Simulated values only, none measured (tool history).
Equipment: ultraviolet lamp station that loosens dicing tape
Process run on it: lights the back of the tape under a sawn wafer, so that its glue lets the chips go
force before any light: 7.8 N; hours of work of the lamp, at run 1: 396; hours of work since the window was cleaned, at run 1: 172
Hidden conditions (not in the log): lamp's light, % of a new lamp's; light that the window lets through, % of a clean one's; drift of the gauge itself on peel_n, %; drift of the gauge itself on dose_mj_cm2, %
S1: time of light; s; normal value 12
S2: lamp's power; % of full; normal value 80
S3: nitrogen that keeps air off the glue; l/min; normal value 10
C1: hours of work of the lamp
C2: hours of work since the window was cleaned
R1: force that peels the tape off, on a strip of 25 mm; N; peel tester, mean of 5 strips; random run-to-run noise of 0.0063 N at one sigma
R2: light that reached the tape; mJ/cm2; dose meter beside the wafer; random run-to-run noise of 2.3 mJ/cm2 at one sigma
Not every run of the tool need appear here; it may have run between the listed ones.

run   hour  S1  S2  S3   C1   C2     R1   R2
  1      0  12  80  10  396  172  0.291  202
  2   14.9  12  80  10  406  182  0.289  200
  3   37.1  11  80  10  421  197  0.382  181
  4   50.3  12  80   8  430  206   0.38  198
  5   68.8  12  80   6  442  219  0.476  194
  6   83.7  12  80   6  452  229  0.504  192
  7    106  12  80   6  467  244  0.518  190
  8  128.1  12  80  10  482  259  0.346  187
  9  140.3  16  80  10  491  267  0.179  247
 10  162.9  15  80  10  506  282  0.217  233
 11  185.6  15  80  10  521  297  0.211  226
 12  206.3  15  80  10  535  311  0.213  223
     217.5  -- window cleaned of glue's vapour
 13  221.9  15  80  10  545    3  0.247  211
 14  241.9  15  80  10  559   17  0.246  209
 15  257.7  15  93   5  570   27  0.341  244
 16  280.4  15  93   5  585   43  0.367  237
 17  302.8  15  93   5  600   58   0.36  236
 18  317.1  15  97   3  610   67  0.541  243
     334.4  -- window cleaned of glue's vapour, once more
 19  334.4   6  69   7  621    0  1.789   91
 20  359.8   6  69   7  638   17  1.828   93
 21  381.9   6  69   7  653   32  1.864   88
 22  398.6   6  69   7  665   43  1.895   90
 23  416.9  11  69  15  677   56  0.326  162
 24    443  14  98  18  695   73  0.114  287
 25  461.4   6  71   4  707   86  2.503   89

Here are 4 independent what-if runs from the current tool condition. What would each one return?
  A  478.8   7  63   4  719  98   ?   ?
  B  478.8  22  69  17  719  98   ?   ?
  C  478.8  22  67  16  719  98   ?   ?
  D  478.8  10  83   5  719  98   ?   ?

run     R1   R2
  A  2.399   93
  B  0.121  313
  C  0.112  305
  D  0.762  178
Without the tool's hidden state the same runs would have given:
run     R1   R2
  A  1.935  110
  B  0.117  372
  C  0.105  362
  D   0.52  210

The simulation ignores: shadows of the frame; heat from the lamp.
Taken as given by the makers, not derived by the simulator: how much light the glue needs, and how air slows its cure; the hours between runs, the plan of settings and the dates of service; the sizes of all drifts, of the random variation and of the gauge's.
